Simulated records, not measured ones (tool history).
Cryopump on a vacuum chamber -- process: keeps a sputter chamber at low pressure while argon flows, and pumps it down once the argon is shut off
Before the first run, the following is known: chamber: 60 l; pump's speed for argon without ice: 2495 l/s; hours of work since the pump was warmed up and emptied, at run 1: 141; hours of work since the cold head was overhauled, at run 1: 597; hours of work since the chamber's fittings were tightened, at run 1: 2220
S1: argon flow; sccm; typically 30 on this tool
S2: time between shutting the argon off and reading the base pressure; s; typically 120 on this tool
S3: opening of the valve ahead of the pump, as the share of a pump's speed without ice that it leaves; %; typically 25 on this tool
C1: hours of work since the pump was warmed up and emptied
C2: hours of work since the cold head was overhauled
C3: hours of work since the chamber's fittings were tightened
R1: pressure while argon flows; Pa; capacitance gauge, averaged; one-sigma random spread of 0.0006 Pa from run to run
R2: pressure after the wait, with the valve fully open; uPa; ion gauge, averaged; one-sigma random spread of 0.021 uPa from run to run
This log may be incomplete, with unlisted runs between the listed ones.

| run | day | S1 | S2 | S3 | C1 | C2 | C3 | R1 | R2 |
|---|---|---|---|---|---|---|---|---|---|
| 1 | 0 | 30 | 120 | 25 | 141 | 597 | 2220 | 0.0831 | 1.45 |
| 2 | 0.729 | 30 | 120 | 46 | 152 | 608 | 2231 | 0.0465 | 1.49 |
| 3 | 1.738 | 30 | 120 | 25 | 167 | 623 | 2246 | 0.0839 | 1.47 |
| 4 | 2.288 | 14 | 120 | 25 | 175 | 632 | 2254 | 0.0395 | 1.49 |
| 5 | 3.062 | 30 | 120 | 25 | 187 | 643 | 2266 | 0.084 | 1.49 |
| 6 | 3.521 | 30 | 120 | 25 | 193 | 650 | 2273 | 0.0848 | 1.53 |
| 7 | 4.262 | 30 | 120 | 25 | 204 | 661 | 2284 | 0.0845 | 1.54 |
| 8 | 4.717 | 30 | 120 | 25 | 211 | 668 | 2291 | 0.0845 | 1.52 |
| 9 | 5.775 | 30 | 120 | 25 | 227 | 684 | 2306 | 0.085 | 1.54 |
| 10 | 6.329 | 30 | 120 | 25 | 235 | 692 | 2315 | 0.0853 | 1.51 |
| 11 | 6.996 | 30 | 120 | 45 | 245 | 702 | 2325 | 0.0498 | 1.63 |
| 12 | 7.917 | 30 | 120 | 45 | 259 | 716 | 2338 | 0.0496 | 1.58 |
| 13 | 8.925 | 40 | 28 | 21 | 274 | 731 | 2354 | 0.1352 | 2.62 |
| 14 | 9.725 | 40 | 28 | 21 | 286 | 743 | 2365 | 0.1353 | 2.78 |
| 15 | 10.604 | 40 | 28 | 21 | 299 | 756 | 2379 | 0.1369 | 2.67 |
| 16 | 11.6 | 43 | 120 | 28 | 314 | 771 | 2394 | 0.1108 | 1.68 |
| 17 | 12.292 | 43 | 120 | 28 | 325 | 781 | 2404 | 0.1118 | 1.72 |
| 18 | 13.371 | 20 | 60 | 25 | 341 | 797 | 2420 | 0.0572 | 2.02 |
| 19 | 14.108 | 30 | 21 | 16 | 352 | 808 | 2431 | 0.1325 | 3.28 |
| 20 | 15.117 | 30 | 21 | 16 | 367 | 823 | 2446 | 0.1325 | 3.29 |
| 21 | 15.717 | 30 | 21 | 16 | 376 | 832 | 2455 | 0.1326 | 3.14 |
| 22 | 16.471 | 30 | 21 | 16 | 387 | 844 | 2466 | 0.1331 | 3.3 |
| 23 | 17.258 | 20 | 78 | 36 | 399 | 855 | 2478 | 0.0422 | 1.92 |

Each row is a separate what-if for the run after 23, all from the same tool condition, not one after another. Results?
| A | 17.992 | 30 | 178 | 25 | 410 | 866 | 2489 | ? | ? |
| B | 17.992 | 28 | 58 | 25 | 410 | 866 | 2489 | ? | ? |
| C | 17.992 | 59 | 28 | 21 | 410 | 866 | 2489 | ? | ? |

| run | R1 | R2 |
|---|---|---|
| A | 0.088 | 1.77 |
| B | 0.0823 | 2.13 |
| C | 0.2033 | 2.82 |
Stripped of hidden state, with their random variation kept, the same runs would have yielded:
| run | R1 | R2 |
|---|---|---|
| A | 0.0812 | 0.37 |
| B | 0.0759 | 0.78 |
| C | 0.1898 | 1.47 |

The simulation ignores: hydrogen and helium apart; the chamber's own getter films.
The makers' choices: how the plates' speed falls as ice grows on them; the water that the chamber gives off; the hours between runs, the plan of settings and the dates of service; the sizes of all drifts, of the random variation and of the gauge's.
